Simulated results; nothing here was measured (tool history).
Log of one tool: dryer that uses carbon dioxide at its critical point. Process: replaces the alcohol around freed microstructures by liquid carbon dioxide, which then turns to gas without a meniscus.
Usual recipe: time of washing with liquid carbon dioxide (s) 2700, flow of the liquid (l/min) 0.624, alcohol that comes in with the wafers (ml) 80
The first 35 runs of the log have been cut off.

| run | hour | time of washing with liquid carbon dioxide (s) | flow of the liquid (l/min) | alcohol that comes in with the wafers (ml) | alcohol left in the vessel before it's heated (ppm by volume) |
|---|---|---|---|---|---|
| 36 | 307.8 | 1740 | 0.452 | 53 | 836 |
| 37 | 319.3 | 1860 | 0.624 | 46 | 225 |
| 38 | 326.8 | 1860 | 0.624 | 46 | 230 |
| 39 | 336.1 | 3060 | 0.747 | 25 | 45 |
| 40 | 341.5 | 3060 | 0.747 | 25 | 41 |
| 41 | 351.7 | 2100 | 0.992 | 44 | 51 |
| 42 | 361.9 | 2100 | 0.992 | 44 | 60 |
| 43 | 372.7 | 2700 | 0.481 | 80 | 264 |
| 44 | 383.1 | 1680 | 0.555 | 106 | 1049 |
| 45 | 391.8 | 1680 | 0.555 | 23 | 271 |
| 46 | 398.8 | 2100 | 0.631 | 32 | 126 |
| 47 | 409.2 | 1740 | 0.557 | 109 | 979 |

Here are 3 independent what-if runs from the current tool condition. What would each one return?
| A | 420.5 | 4080 | 0.634 | 32 | ? |
| B | 420.5 | 1860 | 0.699 | 36 | ? |
| C | 420.5 | 2700 | 0.624 | 25 | ? |

| run | alcohol left in the vessel before it's heated (ppm by volume) |
|---|---|
| A | 56 |
| B | 154 |
| C | 60 |
Without the tool's hidden state the same runs would have given:
| run | alcohol left in the vessel before it's heated (ppm by volume) |
|---|---|
| A | 9 |
| B | 74 |
| C | 6 |

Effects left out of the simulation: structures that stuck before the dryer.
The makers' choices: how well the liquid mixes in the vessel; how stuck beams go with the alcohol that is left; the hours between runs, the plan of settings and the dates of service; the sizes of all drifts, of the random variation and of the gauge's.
